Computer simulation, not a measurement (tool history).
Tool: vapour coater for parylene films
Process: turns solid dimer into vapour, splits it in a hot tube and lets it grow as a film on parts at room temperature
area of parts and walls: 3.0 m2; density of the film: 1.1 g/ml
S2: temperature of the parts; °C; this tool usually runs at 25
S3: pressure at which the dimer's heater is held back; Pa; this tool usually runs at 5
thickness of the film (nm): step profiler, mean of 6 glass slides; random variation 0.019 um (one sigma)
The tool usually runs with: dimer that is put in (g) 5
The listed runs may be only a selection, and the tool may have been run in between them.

run 1 hour=0 | dimer_that_is_put_in_(g)=5 S2=25 S3=5 | thickness_of_the_film_(nm)=1100
run 2 hour=30.7 | dimer_that_is_put_in_(g)=3 S2=25 S3=5 | thickness_of_the_film_(nm)=660
run 3 hour=50.2 | dimer_that_is_put_in_(g)=3 S2=25 S3=5 | thickness_of_the_film_(nm)=630
run 4 hour=84.6 | dimer_that_is_put_in_(g)=3 S2=25 S3=5 | thickness_of_the_film_(nm)=660
run 5 hour=105.3 | dimer_that_is_put_in_(g)=5 S2=36 S3=5 | thickness_of_the_film_(nm)=590
run 6 hour=141.8 | dimer_that_is_put_in_(g)=5 S2=28 S3=5 | thickness_of_the_film_(nm)=890
run 7 hour=173.4 | dimer_that_is_put_in_(g)=5 S2=25 S3=5 | thickness_of_the_film_(nm)=1040
run 8 hour=209.7 | dimer_that_is_put_in_(g)=5 S2=25 S3=5 | thickness_of_the_film_(nm)=1030
run 9 hour=246.1 | dimer_that_is_put_in_(g)=5 S2=25 S3=5 | thickness_of_the_film_(nm)=1030
run 10 hour=269 | dimer_that_is_put_in_(g)=5 S2=25 S3=5 | thickness_of_the_film_(nm)=1040
-- hour=280.7 trap's valve overhauled
run 11 hour=288.8 | dimer_that_is_put_in_(g)=5 S2=25 S3=5 | thickness_of_the_film_(nm)=1150
run 12 hour=322 | dimer_that_is_put_in_(g)=5 S2=25 S3=4.65 | thickness_of_the_film_(nm)=1160
run 13 hour=358.4 | dimer_that_is_put_in_(g)=3 S2=25 S3=5 | thickness_of_the_film_(nm)=680
run 14 hour=379.7 | dimer_that_is_put_in_(g)=5 S2=25 S3=5 | thickness_of_the_film_(nm)=1080
run 15 hour=411.3 | dimer_that_is_put_in_(g)=5 S2=25 S3=5 | thickness_of_the_film_(nm)=1140
run 16 hour=429.8 | dimer_that_is_put_in_(g)=5 S2=25 S3=5 | thickness_of_the_film_(nm)=1130
run 17 hour=463.7 | dimer_that_is_put_in_(g)=5 S2=25 S3=5 | thickness_of_the_film_(nm)=1110
run 18 hour=494.3 | dimer_that_is_put_in_(g)=5 S2=25 S3=5 | thickness_of_the_film_(nm)=1090
run 19 hour=514.4 | dimer_that_is_put_in_(g)=5 S2=18 S3=5 | thickness_of_the_film_(nm)=1380
run 20 hour=546.3 | dimer_that_is_put_in_(g)=5 S2=18 S3=5 | thickness_of_the_film_(nm)=1360
run 21 hour=571.5 | dimer_that_is_put_in_(g)=5 S2=18 S3=5 | thickness_of_the_film_(nm)=1340
run 22 hour=592.1 | dimer_that_is_put_in_(g)=5 S2=18 S3=5 | thickness_of_the_film_(nm)=1350
run 23 hour=629 | dimer_that_is_put_in_(g)=5 S2=18 S3=5.7 | thickness_of_the_film_(nm)=1330
run 24 hour=656 | dimer_that_is_put_in_(g)=5 S2=18 S3=5.7 | thickness_of_the_film_(nm)=1320
run 25 hour=692.4 | dimer_that_is_put_in_(g)=6 S2=20 S3=3.45 | thickness_of_the_film_(nm)=1560
-- hour=698.7 trap's valve overhauled
run 26 hour=716.4 | dimer_that_is_put_in_(g)=3 S2=20 S3=5.24 | thickness_of_the_film_(nm)=850
run 27 hour=741 | dimer_that_is_put_in_(g)=5 S2=21 S3=5 | thickness_of_the_film_(nm)=1410
run 28 hour=756 | dimer_that_is_put_in_(g)=4 S2=18 S3=5 | thickness_of_the_film_(nm)=1150
run 29 hour=779.7 | dimer_that_is_put_in_(g)=5 S2=30 S3=5 | thickness_of_the_film_(nm)=860
run 30 hour=807.5 | dimer_that_is_put_in_(g)=5 S2=30 S3=5.99 | thickness_of_the_film_(nm)=840
run 31 hour=835.9 | dimer_that_is_put_in_(g)=4 S2=25 S3=4.17 | thickness_of_the_film_(nm)=920
run 32 hour=859.5 | dimer_that_is_put_in_(g)=4 S2=25 S3=4.17 | thickness_of_the_film_(nm)=880
run 33 hour=880.7 | dimer_that_is_put_in_(g)=5 S2=25 S3=10.56 | thickness_of_the_film_(nm)=950
run 34 hour=898.6 | dimer_that_is_put_in_(g)=3 S2=20 S3=4.61 | thickness_of_the_film_(nm)=830
run 35 hour=926.7 | dimer_that_is_put_in_(g)=3 S2=20 S3=4.61 | thickness_of_the_film_(nm)=790
run 36 hour=958.1 | dimer_that_is_put_in_(g)=4 S2=20 S3=3.36 | thickness_of_the_film_(nm)=1090
run 37 hour=984.6 | dimer_that_is_put_in_(g)=7 S2=18 S3=10.59 | thickness_of_the_film_(nm)=1790
run 38 hour=1010.8 | dimer_that_is_put_in_(g)=5 S2=25 S3=5 | thickness_of_the_film_(nm)=1050
run 39 hour=1034.6 | dimer_that_is_put_in_(g)=5 S2=19 S3=5 | thickness_of_the_film_(nm)=1320
run 40 hour=1054.7 | dimer_that_is_put_in_(g)=4 S2=19 S3=5 | thickness_of_the_film_(nm)=1070
run 41 hour=1090.3 | dimer_that_is_put_in_(g)=5 S2=35 S3=4.59 | thickness_of_the_film_(nm)=650
-- hour=1117.6 trap's valve overhauled
run 42 hour=1121.1 | dimer_that_is_put_in_(g)=2 S2=33 S3=5 | thickness_of_the_film_(nm)=310
run 43 hour=1141.2 | dimer_that_is_put_in_(g)=5 S2=25 S3=9.13 | thickness_of_the_film_(nm)=1020
run 44 hour=1163.8 | dimer_that_is_put_in_(g)=5 S2=25 S3=9.13 | thickness_of_the_film_(nm)=1000
run 45 hour=1199.1 | dimer_that_is_put_in_(g)=5 S2=25 S3=9.13 | thickness_of_the_film_(nm)=1010
run 46 hour=1216.6 | dimer_that_is_put_in_(g)=5 S2=25 S3=9.13 | thickness_of_the_film_(nm)=980
run 47 hour=1249.3 | dimer_that_is_put_in_(g)=5 S2=26 S3=8.78 | thickness_of_the_film_(nm)=960

Below, some changes in thickness of the film (nm) between adjacent runs. For each, the amount present without the hidden state too (settings, incoming material, random variation) and the amount remaining for the hidden state with gauge scatter not shared by both compared results:
The hidden state here: vapour lost through the trap's worn valve, %; true temperature of the parts over the reading, C; drift of the gauge itself on film_um, %.
Run 10 -> 11: trap's valve overhauled. thickness of the film (nm) +110: hidden state +130, all else -20.
Run 25 -> 26: dimer that is put in (g) 6 -> 3, S3 3.45 -> 5.24, trap's valve overhauled. thickness of the film (nm) -710: hidden state +240, all else -950.
Run 37 -> 38: dimer that is put in (g) 7 -> 5, S2 18 -> 25, S3 10.59 -> 5. thickness of the film (nm) -740: hidden state +40, all else -780.
Run 41 -> 42: dimer that is put in (g) 5 -> 2, S2 35 -> 33, S3 4.59 -> 5, trap's valve overhauled. thickness of the film (nm) -340: hidden state +80, all else -420.
Run 42 -> 43: dimer that is put in (g) 2 -> 5, S2 33 -> 25, S3 5 -> 9.13. thickness of the film (nm) +710: hidden state +0, all else +710.
